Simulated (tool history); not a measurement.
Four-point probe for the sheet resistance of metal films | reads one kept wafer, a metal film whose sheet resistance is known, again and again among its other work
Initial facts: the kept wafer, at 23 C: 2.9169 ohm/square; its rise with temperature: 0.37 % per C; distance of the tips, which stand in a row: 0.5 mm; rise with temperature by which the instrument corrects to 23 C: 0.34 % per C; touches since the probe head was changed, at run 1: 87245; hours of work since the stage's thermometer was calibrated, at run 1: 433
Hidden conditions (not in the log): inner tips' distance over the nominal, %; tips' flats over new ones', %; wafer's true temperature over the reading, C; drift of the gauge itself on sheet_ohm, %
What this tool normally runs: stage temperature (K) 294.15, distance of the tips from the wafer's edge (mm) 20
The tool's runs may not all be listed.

| run | hour | stage temperature (K) | distance of the tips from the wafer's edge (mm) | touches since the probe head was changed | hours of work since the stage's thermometer was calibrated | sheet resistance as the instrument gives it (ohm/square) |
|---|---|---|---|---|---|---|
| 1 | 0 | 294.15 | 20 | 87245 | 433 | 2.915276 |
| 2 | 90.4 | 294.15 | 20 | 91378 | 497 | 2.914232 |
| 3 | 156.2 | 292.15 | 20 | 94385 | 543 | 2.912839 |
| 4 | 213.5 | 292.15 | 20 | 97003 | 583 | 2.913355 |
| 5 | 293 | 293.15 | 20 | 100637 | 638 | 2.913968 |
|  | 334.7 | new probe head fitted |
| 6 | 353.5 | 304.15 | 20 | 857 | 680 | 2.925421 |
| 7 | 431.8 | 294.15 | 20 | 4438 | 735 | 2.915334 |
| 8 | 512.8 | 294.15 | 20 | 8140 | 792 | 2.916079 |
| 9 | 592.9 | 294.15 | 23 | 11799 | 848 | 2.915018 |
| 10 | 678.2 | 294.15 | 20 | 15700 | 908 | 2.916314 |
| 11 | 764.8 | 294.15 | 20 | 19658 | 968 | 2.915995 |
| 12 | 859.7 | 294.15 | 20 | 23991 | 1035 | 2.916146 |
| 13 | 901 | 294.15 | 7 | 25880 | 1064 | 2.921909 |
| 14 | 982.1 | 294.15 | 7 | 29585 | 1121 | 2.921813 |
| 15 | 1034.1 | 294.15 | 7 | 31962 | 1157 | 2.923305 |

Run 16 has not been measured yet. What should we expect?
| 16 | 1109.4 | 294.15 | 7 | 35405 | 1210 | ? |

{"run 16": {"sheet resistance as the instrument gives it (ohm/square)": 2.921784}}
Were there no unlogged condition in the tool, this run, its random variation unchanged, would have produced sheet resistance as the instrument gives it (ohm/square) 2.922098.
